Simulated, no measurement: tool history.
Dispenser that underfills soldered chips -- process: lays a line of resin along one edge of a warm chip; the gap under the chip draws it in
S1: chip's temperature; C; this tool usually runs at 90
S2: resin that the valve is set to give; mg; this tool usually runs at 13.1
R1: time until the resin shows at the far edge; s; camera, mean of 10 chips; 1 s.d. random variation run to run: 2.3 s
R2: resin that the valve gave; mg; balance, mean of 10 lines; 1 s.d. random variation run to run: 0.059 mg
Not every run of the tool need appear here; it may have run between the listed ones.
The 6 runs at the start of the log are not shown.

run    day   S1    S2     R1     R2
     2.017  -- new syringe of resin
  7  2.142   90  13.1  241.6   12.6
  8  2.346   90  16.9  266.7  16.33
  9  2.588   90  16.9  310.2  16.21
     2.704  -- new syringe of resin
 10  2.879   87  16.9  277.9  16.14
 11  3.071   87  16.9  312.5  16.18
     3.379  -- new syringe of resin
 12  3.388   90  13.1  230.5  12.56
       3.5  -- dispensing valve cleaned and set on the balance
 13  3.696   90  13.1  264.2  13.07
 14  3.912   90  13.1  304.2  13.15
     4.104  -- new syringe of resin
 15  4.288   90  13.1  260.7  13.06
 16  4.629   90  13.1  312.4  13.06
     4.771  -- new syringe of resin
 17  4.962   90  13.7  264.4  13.71
 18  5.304   90  12.6  327.9  12.48
     5.438  -- new syringe of resin
 19  5.704   90  12.3  270.9  12.11
 20  6.088   90  12.3  351.3  12.11
     6.125  -- new syringe of resin
 21  6.279   99  12.6  179.7  12.37
 22  6.571  101  14.3  194.6  14.03
 23  6.754  104  13.8    193  13.56
     6.804  -- new syringe of resin
 24  7.079   85  14.3  330.6  13.97
     7.471  -- new syringe of resin
 25  7.471  100  14.8    156  14.53
 26   7.65  100  14.8  173.3  14.41
 27  7.979   82  12.4  442.6  12.03
     8.154  -- new syringe of resin
 28  8.354  100  15.3  174.5  14.82
 29  8.767  100  15.3  228.3  14.89
     8.838  -- new syringe of resin
     9.012  -- dispensing valve cleaned and set on the balance
 30  9.088  100  15.3  175.7  15.18

Forecast run 31:
 31  9.288  90  14.3   ?   ?

R1: 297 s
R2: 14.17 mg
Without the tool's hidden state the same run would have given R1 222.5 s, R2 14.23 mg.

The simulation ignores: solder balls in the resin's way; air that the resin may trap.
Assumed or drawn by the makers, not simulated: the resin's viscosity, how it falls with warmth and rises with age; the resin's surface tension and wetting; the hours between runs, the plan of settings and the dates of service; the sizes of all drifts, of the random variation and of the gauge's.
